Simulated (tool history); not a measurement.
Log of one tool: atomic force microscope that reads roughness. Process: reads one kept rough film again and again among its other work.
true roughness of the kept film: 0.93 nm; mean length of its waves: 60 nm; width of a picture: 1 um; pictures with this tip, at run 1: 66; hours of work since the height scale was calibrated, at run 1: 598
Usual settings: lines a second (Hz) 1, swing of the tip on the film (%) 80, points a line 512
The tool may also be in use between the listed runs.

run     day  lines a second (Hz)  swing of the tip on the film (%)  points a line  pictures with this tip  hours of work since the height scale was calibrated  roughness of the kept film (nm (root mean square))
  1       0                    1                                80            512                      66                                                  598                                               0.815
  2   1.558                    1                                80            512                      94                                                  616                                               0.818
  3   3.462                 2.17                                80            512                     128                                                  637                                               0.721
      5.304  -- new tip fitted
  4   5.396                 0.75                                80            512                       1                                                  658                                               0.852
  5   7.742                    1                                80            512                      44                                                  684                                               0.826
  6   9.021                    1                                80            941                      67                                                  698                                               0.825
  7  10.567                 1.73                                80            512                      95                                                  715                                               0.759
  8    13.1                 1.73                                80            512                     141                                                  744                                               0.758
  9  14.217                 1.73                                80            512                     161                                                  756                                               0.751
     14.479  -- new tip fitted
 10  16.879                    1                                80            512                      43                                                  785                                               0.824
 11  18.475                    1                                80            512                      72                                                  803                                               0.826
 12  21.188                    1                                80            512                     121                                                  833                                               0.816
 13  23.271                    1                                80            512                     159                                                  856                                               0.812
     23.533  -- new tip fitted
 14  25.446                    1                                80            512                      34                                                  880                                               0.827
 15  27.704                    1                                80            633                      75                                                  905                                                0.82
 16  29.979                    1                                80            633                     117                                                  930                                               0.819
 17  31.212                    1                                70            512                     139                                                  944                                                0.86
 18  32.433                    1                                80            512                     161                                                  958                                               0.812
     32.704  -- new tip fitted
 19  34.742                    1                                80            512                      37                                                  983                                               0.831

The next listed run, before its measurement:
 20  37.317                    1                                76            512                      83                                                 1012                                                   ?

Run 20 gave roughness of the kept film (nm (root mean square)) 0.839.
Without the tool's hidden state the same run would have given roughness of the kept film (nm (root mean square)) 0.844.
